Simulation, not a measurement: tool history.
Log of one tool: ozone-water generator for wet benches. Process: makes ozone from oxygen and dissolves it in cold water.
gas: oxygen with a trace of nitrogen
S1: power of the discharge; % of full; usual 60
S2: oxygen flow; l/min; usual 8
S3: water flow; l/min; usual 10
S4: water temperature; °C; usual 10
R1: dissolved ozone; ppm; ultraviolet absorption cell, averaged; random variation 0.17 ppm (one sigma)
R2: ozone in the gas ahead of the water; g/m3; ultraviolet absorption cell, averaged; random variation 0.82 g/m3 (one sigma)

run    hour  S1     S2  S3  S4    R1     R2
  1       0  60      8  10  10  21.8    123
  2    80.2  60  13.97  10  10  20.3   97.8
  3   145.5  60  13.97  10  10  20.3   96.7
  4   220.5  60  13.97  10  10  20.3   96.7
  5   311.6  99      8  10  10  30.1  173.5
  6   421.2  99      8  10  10  29.9  170.5
  7   469.7  60      8  10  13  20.3  122.3
  8   543.1  60      8  10  13  20.3  122.7
  9     607  60      8  10  13  20.1  123.5
 10   718.3  60      8  10  13  20.2  123.1
 11   808.1  60      8  10  10  21.5    123
 12   914.8  60      8  10  10  21.4  122.9
 13  1000.9  60      8  10  10  21.5  123.3
 14  1090.6  60      8   6  10  28.2  121.3
 15  1154.4  60   9.55  10  10  21.4  113.2
 16  1259.5  60   9.55  10  10  21.2  113.6
 17  1362.1  60   7.73  15  10  16.6  124.6
 18  1426.5  60  10.17   9  11  21.2  108.9
 19  1515.8  60  10.17   9  11  21.2  109.4
 20  1623.4  60  10.17   9  11  21.6  110.9
 21  1737.6  60  10.17   9  11  21.4  110.5
     1743.9  -- water thermometer calibrated
 22  1847.2  60   9.02  10   6  22.9  115.8
 23  1958.6  81   9.02  10  15  22.5  139.2
 24  2007.9  42   9.02  10  15  15.1   90.7
 25  2122.2  72  10.88  13  14  18.1  119.5
 26  2216.8  43  10.88  13  17  12.1   86.1
     2232.1  -- water thermometer calibrated, once more
 27  2315.2  68  10.02   9   8  24.9  117.5
 28  2420.2  40   4.77  13   6  14.3  115.5
 29  2492.8  53   9.66  10  10  19.1    102
 30  2577.1  49   9.66   6  17  19.3   98.4
 31  2650.4  60   4.73   9  10  22.7  149.1
 32  2740.5  60   4.73   9  10  22.9  149.8

Forecast each of these 4 alternatives for the next run:
  A  2799.2  92     8  11   8   ?   ?
  B  2799.2  63  5.19  12  10   ?   ?
  C  2799.2  60  4.62   9  10   ?   ?
  D  2799.2  60  4.73   9   8   ?   ?

run    R1     R2
  A  27.3  156.8
  B  19.1  148.4
  C  22.7  150.9
  D  23.5  148.1
Without the tool's hidden state the same runs would have given:
run    R1     R2
  A  31.3  175.3
  B  21.4  161.9
  C  25.3  164.2
  D  26.2  161.1

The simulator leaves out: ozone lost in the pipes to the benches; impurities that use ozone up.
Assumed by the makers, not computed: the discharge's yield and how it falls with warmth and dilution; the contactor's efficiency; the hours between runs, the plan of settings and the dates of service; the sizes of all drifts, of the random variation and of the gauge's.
